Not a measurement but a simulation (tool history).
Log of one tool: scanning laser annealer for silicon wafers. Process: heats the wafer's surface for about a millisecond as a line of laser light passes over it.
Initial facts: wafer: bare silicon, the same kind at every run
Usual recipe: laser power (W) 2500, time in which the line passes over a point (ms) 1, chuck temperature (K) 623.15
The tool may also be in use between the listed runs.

run     day  laser power (W)  time in which the line passes over a point (ms)  chuck temperature (K)  highest temperature of the surface (K)
  1       0             2500                                                1                 623.15                                 1393.15
  2   1.846             2500                                                1                 623.15                                 1390.15
  3   4.788             2500                                                1                 623.15                                 1388.15
  4   7.458             2500                                                1                 623.15                                 1386.15
  5  11.367             2500                                                1                 623.15                                 1383.15
     11.783  -- window over the wafer cleaned
  6  14.633             2500                                                1                 623.15                                 1382.15
  7  16.921             2500                                             0.94                 630.15                                 1358.15
  8  19.208             2500                                             0.94                 630.15                                 1355.15

Run 9 has not been measured yet. What should we expect?
  9  23.067             2500                                             0.94                 630.15                                       ?

{"run 9": {"highest temperature of the surface (K)": 1355.15}}
If the tool had no hidden condition, the same run with the same run-to-run variation would have returned highest temperature of the surface (K) 1382.15.
